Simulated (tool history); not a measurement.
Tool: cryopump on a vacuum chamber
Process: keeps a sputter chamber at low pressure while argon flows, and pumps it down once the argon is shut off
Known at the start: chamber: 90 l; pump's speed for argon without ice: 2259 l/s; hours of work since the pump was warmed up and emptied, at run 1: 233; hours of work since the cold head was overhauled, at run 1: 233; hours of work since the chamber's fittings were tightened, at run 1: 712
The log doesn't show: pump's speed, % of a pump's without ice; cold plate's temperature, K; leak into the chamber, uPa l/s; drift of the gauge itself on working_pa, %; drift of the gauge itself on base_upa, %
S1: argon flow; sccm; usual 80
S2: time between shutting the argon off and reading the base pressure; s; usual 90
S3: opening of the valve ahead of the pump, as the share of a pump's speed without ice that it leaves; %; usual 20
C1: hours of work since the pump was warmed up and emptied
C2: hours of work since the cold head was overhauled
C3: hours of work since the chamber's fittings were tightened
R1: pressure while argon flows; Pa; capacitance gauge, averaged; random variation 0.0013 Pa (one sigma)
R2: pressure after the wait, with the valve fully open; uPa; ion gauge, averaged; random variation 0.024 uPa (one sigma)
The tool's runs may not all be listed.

run 1 hour=0.0 | S1=80 S2=90 S3=20 | C1=233 C2=233 C3=712 | R1=0.3138 R2=1.45
run 2 hour=65.1 | S1=80 S2=90 S3=20 | C1=278 C2=278 C3=757 | R1=0.3200 R2=1.60
run 3 hour=118.8 | S1=80 S2=90 S3=20 | C1=314 C2=314 C3=794 | R1=0.3219 R2=1.59
-- hour=162.7 pump warmed up, emptied and cooled again
run 4 hour=192.2 | S1=80 S2=90 S3=20 | C1=20 C2=361 C3=841 | R1=0.3008 R2=1.39
run 5 hour=242.7 | S1=80 S2=90 S3=20 | C1=55 C2=396 C3=875 | R1=0.3026 R2=1.49
run 6 hour=316.5 | S1=80 S2=90 S3=20 | C1=105 C2=446 C3=926 | R1=0.3031 R2=1.53
run 7 hour=365.8 | S1=80 S2=90 S3=20 | C1=139 C2=480 C3=959 | R1=0.3108 R2=1.60
run 8 hour=408.7 | S1=80 S2=90 S3=20 | C1=168 C2=509 C3=989 | R1=0.3092 R2=1.67
run 9 hour=470.4 | S1=80 S2=90 S3=20 | C1=211 C2=552 C3=1031 | R1=0.3150 R2=1.78
run 10 hour=545.9 | S1=47 S2=90 S3=20 | C1=262 C2=603 C3=1083 | R1=0.1871 R2=1.84
run 11 hour=602.9 | S1=47 S2=90 S3=20 | C1=301 C2=642 C3=1122 | R1=0.1907 R2=1.97
run 12 hour=654.3 | S1=80 S2=90 S3=44 | C1=337 C2=677 C3=1157 | R1=0.1647 R2=2.06
-- hour=663.4 pump warmed up, emptied and cooled again
run 13 hour=731.1 | S1=80 S2=90 S3=20 | C1=46 C2=727 C3=1206 | R1=0.3013 R2=1.71
run 14 hour=776.9 | S1=80 S2=90 S3=20 | C1=78 C2=758 C3=1237 | R1=0.3024 R2=1.72
run 15 hour=846.6 | S1=80 S2=90 S3=20 | C1=125 C2=806 C3=1285 | R1=0.3088 R2=1.87
run 16 hour=908.8 | S1=80 S2=90 S3=20 | C1=168 C2=848 C3=1328 | R1=0.3092 R2=1.95
run 17 hour=981.3 | S1=80 S2=90 S3=20 | C1=218 C2=898 C3=1377 | R1=0.3155 R2=2.05
run 18 hour=1056.3 | S1=80 S2=90 S3=20 | C1=269 C2=949 C3=1429 | R1=0.3202 R2=2.20
-- hour=1062.7 leaking fittings of the chamber tightened, without venting
run 19 hour=1131.4 | S1=80 S2=90 S3=20 | C1=319 C2=999 C3=47 | R1=0.3257 R2=0.98
-- hour=1169.0 pump warmed up, emptied and cooled again
run 20 hour=1201.8 | S1=80 S2=90 S3=20 | C1=22 C2=1044 C3=92 | R1=0.3009 R2=0.90
run 21 hour=1269.0 | S1=49 S2=23 S3=17 | C1=69 C2=1090 C3=138 | R1=0.2194 R2=3.13
run 22 hour=1351.9 | S1=49 S2=23 S3=17 | C1=125 C2=1147 C3=194 | R1=0.2224 R2=3.09
run 23 hour=1388.7 | S1=51 S2=274 S3=18 | C1=150 C2=1172 C3=220 | R1=0.2182 R2=0.58
run 24 hour=1462.0 | S1=53 S2=203 S3=22 | C1=201 C2=1222 C3=270 | R1=0.1911 R2=0.73
run 25 hour=1500.0 | S1=147 S2=168 S3=22 | C1=227 C2=1248 C3=296 | R1=0.5328 R2=0.82
run 26 hour=1567.4 | S1=80 S2=90 S3=31 | C1=273 C2=1294 C3=342 | R1=0.2159 R2=1.22
run 27 hour=1615.4 | S1=81 S2=282 S3=30 | C1=306 C2=1327 C3=375 | R1=0.2262 R2=0.79
-- hour=1675.1 pump warmed up, emptied and cooled again
run 28 hour=1702.9 | S1=81 S2=282 S3=30 | C1=19 C2=1384 C3=431 | R1=0.2039 R2=0.68
run 29 hour=1772.6 | S1=77 S2=39 S3=20 | C1=67 C2=1431 C3=479 | R1=0.2918 R2=2.22
run 30 hour=1837.8 | S1=37 S2=90 S3=20 | C1=111 C2=1476 C3=524 | R1=0.1426 R2=1.32
run 31 hour=1925.1 | S1=86 S2=172 S3=20 | C1=171 C2=1536 C3=583 | R1=0.3359 R2=0.99
run 32 hour=1990.2 | S1=86 S2=172 S3=20 | C1=216 C2=1580 C3=628 | R1=0.3406 R2=1.08
run 33 hour=2054.3 | S1=88 S2=260 S3=20 | C1=260 C2=1624 C3=672 | R1=0.3537 R2=1.03
run 34 hour=2107.0 | S1=108 S2=35 S3=18 | C1=296 C2=1660 C3=708 | R1=0.4827 R2=2.71

Forecast each of these 4 alternatives for the next run:
-- hour=2178.5 pump warmed up, emptied and cooled again
run A hour=2182.8 | S1=119 S2=65 S3=40 | C1=3 C2=1709 C3=756 | R1=? R2=?
-- hour=2178.5 pump warmed up, emptied and cooled again
run B hour=2182.8 | S1=58 S2=274 S3=23 | C1=3 C2=1709 C3=756 | R1=? R2=?
-- hour=2178.5 pump warmed up, emptied and cooled again
run C hour=2182.8 | S1=80 S2=164 S3=20 | C1=3 C2=1709 C3=756 | R1=? R2=?
-- hour=2178.5 pump warmed up, emptied and cooled again
run D hour=2182.8 | S1=39 S2=90 S3=23 | C1=3 C2=1709 C3=756 | R1=? R2=?

run=A R1=0.2235 R2=1.68
run=B R1=0.1888 R2=0.97
run=C R1=0.3015 R2=1.04
run=D R1=0.1271 R2=1.37
Without the tool's hidden state the same runs would have given:
run=A R1=0.2224 R2=1.16
run=B R1=0.1882 R2=0.43
run=C R1=0.3007 R2=0.53
run=D R1=0.1267 R2=0.84

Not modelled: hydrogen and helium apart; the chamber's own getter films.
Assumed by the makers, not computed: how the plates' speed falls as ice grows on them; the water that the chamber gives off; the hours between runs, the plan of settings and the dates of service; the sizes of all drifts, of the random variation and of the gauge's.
